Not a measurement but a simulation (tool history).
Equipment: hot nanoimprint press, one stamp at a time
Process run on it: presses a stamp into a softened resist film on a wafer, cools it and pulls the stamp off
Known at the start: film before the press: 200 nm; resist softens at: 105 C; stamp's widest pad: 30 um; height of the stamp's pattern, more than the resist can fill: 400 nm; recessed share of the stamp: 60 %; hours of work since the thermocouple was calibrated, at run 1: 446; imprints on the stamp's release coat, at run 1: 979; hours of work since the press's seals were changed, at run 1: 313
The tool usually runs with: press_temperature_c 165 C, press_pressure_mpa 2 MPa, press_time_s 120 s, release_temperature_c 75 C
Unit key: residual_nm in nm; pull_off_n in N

run    hour  press_temperature_c  press_pressure_mpa  press_time_s  release_temperature_c  hours of work since the thermocouple was calibrated  imprints on the stamp's release coat  hours of work since the press's seals were changed  residual_nm  pull_off_n
  1       0                  165                   2           120                     75                                                  446                                   979                                                 313         79.9         296
       25.2  -- stamp cleaned and given a new release coat
       48.4  -- plate thermocouple calibrated
  2      77                  169                   2           120                     75                                                   17                                   135                                                 353         64.3         231
  3     145                  165                   2           120                     75                                                   56                                   324                                                 393         84.6         251
  4   223.9                  165                   2           120                     75                                                  102                                   544                                                 439         85.5         260
  5   273.7                  165                   2           120                     75                                                  132                                   682                                                 468         86.4         274
      331.6  -- plate thermocouple calibrated, once more
  6   342.6                  165                   2            70                     75                                                    6                                   865                                                 506         87.5         282
  7     381                  165                   2            70                     75                                                   29                                   972                                                 529         86.9         282
      409.9  -- stamp cleaned and given a new release coat
  8   455.6                  165                1.49           120                     75                                                   69                                   127                                                 569         82.5         207
  9   510.6                  165                   2           120                     81                                                  101                                   280                                                 601         72.7         174
      539.2  -- press's hydraulic seals changed and the load cell set to zero
 10   579.1                  165                   2           120                     81                                                  136                                   448                                                  23         72.1         191
 11   623.9                  165                   2           120                     81                                                  163                                   572                                                  49         73.1         216
 12     671                  165                   2            87                     60                                                  190                                   703                                                  77         85.1         360
 13   717.9                  165                   2            87                     60                                                  217                                   834                                                 104         85.8         370
 14   771.3                  161                   2           224                     75                                                  249                                   982                                                 136         77.7         281
      793.7  -- stamp cleaned and given a new release coat
 15   833.4                  165                   2           141                     66                                                  281                                   111                                                 168         71.8         263
 16   881.2                  165                   2           141                     66                                                  309                                   244                                                 196         71.7         279
 17   941.3                  165                   2           141                     66                                                  344                                   411                                                 231         73.1         302
 18   991.4                  164                1.93           141                     66                                                  374                                   550                                                 261           80         307
 19  1070.5                  164                1.93           141                     66                                                  420                                   770                                                 307           81         334
 20  1149.1                  166                   3            90                     81                                                  466                                   988                                                 353         69.4         241
     1157.7  -- plate thermocouple calibrated
     1175.5  -- stamp cleaned and given a new release coat
 21  1237.2                  171                 3.2            86                     73                                                   43                                   171                                                 399         43.8         228
 22  1292.3                  165                   2           235                     78                                                   75                                   324                                                 431         53.7         203

Below are 3 alternative next runs, each starting from the tool's condition after run 22. Predict each:
  A  1332.5                  165                2.06           235                     78                                                   99                                   436                                                 455            ?           ?
  B  1332.5                  165                   2           235                     68                                                   99                                   436                                                 455            ?           ?
  C  1332.5                  163                2.29           235                     80                                                   99                                   436                                                 455            ?           ?

run  residual_nm  pull_off_n
  A         53.3         214
  B         54.9         277
  C         58.9         198
Without the tool's hidden state the same runs would have given:
run  residual_nm  pull_off_n
  A         51.5         180
  B         53.1         233
  C         56.7         167
